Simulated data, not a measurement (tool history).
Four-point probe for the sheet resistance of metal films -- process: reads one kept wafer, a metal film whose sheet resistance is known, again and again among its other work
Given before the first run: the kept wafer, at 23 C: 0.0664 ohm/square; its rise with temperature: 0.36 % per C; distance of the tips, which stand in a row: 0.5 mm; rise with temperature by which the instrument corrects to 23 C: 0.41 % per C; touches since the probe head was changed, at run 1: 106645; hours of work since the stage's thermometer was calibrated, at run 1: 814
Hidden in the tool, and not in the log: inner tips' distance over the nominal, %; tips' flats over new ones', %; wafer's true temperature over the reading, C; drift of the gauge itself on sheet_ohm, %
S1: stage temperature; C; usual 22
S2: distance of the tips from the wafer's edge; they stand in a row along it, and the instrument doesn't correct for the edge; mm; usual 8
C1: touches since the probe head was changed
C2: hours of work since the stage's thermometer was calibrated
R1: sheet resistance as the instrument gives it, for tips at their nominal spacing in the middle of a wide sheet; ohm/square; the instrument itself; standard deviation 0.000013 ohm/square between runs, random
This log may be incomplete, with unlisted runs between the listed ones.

run     day  S1  S2      C1    C2        R1
  1   0.000  22   8  106645   814  0.065846
  2   1.333  24   8  108619   837  0.065785
  3   2.233  22   8  109948   852  0.065809
  4   3.167  26   8  111329   868  0.065686
  5   4.375  26   8  113115   889  0.065702
  6   5.075  27   8  114150   900  0.065632
  7   6.171  25   8  115774   919  0.065678
  8   7.379  25   8  117560   940  0.065678
      8.504  -- new probe head fitted
  9   8.633  25   8     191   961  0.066252
 10   9.571  22   8    1574   977  0.066326
 11  10.425  22   8    2842   991  0.066325
 12  11.779  22   8    4842  1014  0.066293
 13  13.129  22   8    6840  1038  0.066300
 14  14.417  22   8    8747  1060  0.066249
 15  15.217  29  10    9928  1073  0.065991
 16  16.121  21   4   11267  1089  0.066729
 17  17.075  21   4   12677  1105  0.066713
 18  18.329  20  13   14535  1127  0.066236
 19  19.279  20  13   15942  1143  0.066179
 20  20.362  20  13   17543  1161  0.066188
 21  21.525  22  19   19260  1181  0.066068
 22  22.379  25   8   20526  1196  0.066085
 23  23.317  30   4   21913  1212  0.066342
 24  24.292  28  53   23354  1229  0.065850

Predict each of these 5 candidate next runs independently; none follows another, all start after run 24:
  A  25.038  30  10  24458  1241   ?
  B  25.038  32   4  24458  1241   ?
  C  25.038  19  14  24458  1241   ?
  D  25.038  27  32  24458  1241   ?
  E  25.038  23   8  24458  1241   ?

run        R1
  A  0.065874
  B  0.066276
  C  0.066145
  D  0.065884
  E  0.066118
Had the tool no hidden state, the same runs would have come out as:
run        R1
  A  0.066284
  B  0.066688
  C  0.066560
  D  0.066295
  E  0.066532

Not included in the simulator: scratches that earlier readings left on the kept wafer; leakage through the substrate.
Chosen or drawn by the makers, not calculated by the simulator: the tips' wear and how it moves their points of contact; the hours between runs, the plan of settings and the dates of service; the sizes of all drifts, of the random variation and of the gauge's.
